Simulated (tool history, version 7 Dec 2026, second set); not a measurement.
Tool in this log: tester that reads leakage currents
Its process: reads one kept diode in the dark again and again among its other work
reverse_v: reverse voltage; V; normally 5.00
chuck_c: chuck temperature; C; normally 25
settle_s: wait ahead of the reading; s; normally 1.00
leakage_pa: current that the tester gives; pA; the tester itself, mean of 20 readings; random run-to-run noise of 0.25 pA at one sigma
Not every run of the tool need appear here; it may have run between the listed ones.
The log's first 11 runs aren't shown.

run	hour	reverse_v	chuck_c	settle_s	hours of work since the probe card was cleaned	hours of work since the tester was calibrated	hours of work since the chuck was calibrated	leakage_pa
12	1268.5	5.00	25	3.58	667	2187	928	92.91
13	1386.8	5.00	25	3.58	748	2269	1009	93.53
14	1485.8	5.00	25	3.58	816	2337	1077	95.27
# hour 1571.0: chuck's temperature calibrated
15	1571.0	5.00	25	3.58	874	2394	0	80.62
16	1666.3	5.00	25	3.58	939	2460	66	81.15
17	1748.5	5.00	25	3.58	996	2517	122	81.78
18	1839.3	5.00	25	1.00	1059	2579	185	82.65
19	1999.8	5.00	25	1.00	1169	2690	295	84.37
20	2171.8	5.00	25	1.00	1288	2808	414	85.71
21	2313.7	5.00	25	0.45	1385	2906	512	88.49
22	2425.8	12.50	25	1.00	1463	2983	589	130.12
23	2572.9	16.84	20	1.51	1564	3085	690	103.36

Expected results for the next run?
24	2681.1	11.93	38	1.00	1639	3159	765	?

Run 24 produced leakage_pa 334.09 pA.
On a tool with no hidden condition, and with the same random variation, this run would have come out at leakage_pa 307.06 pA.
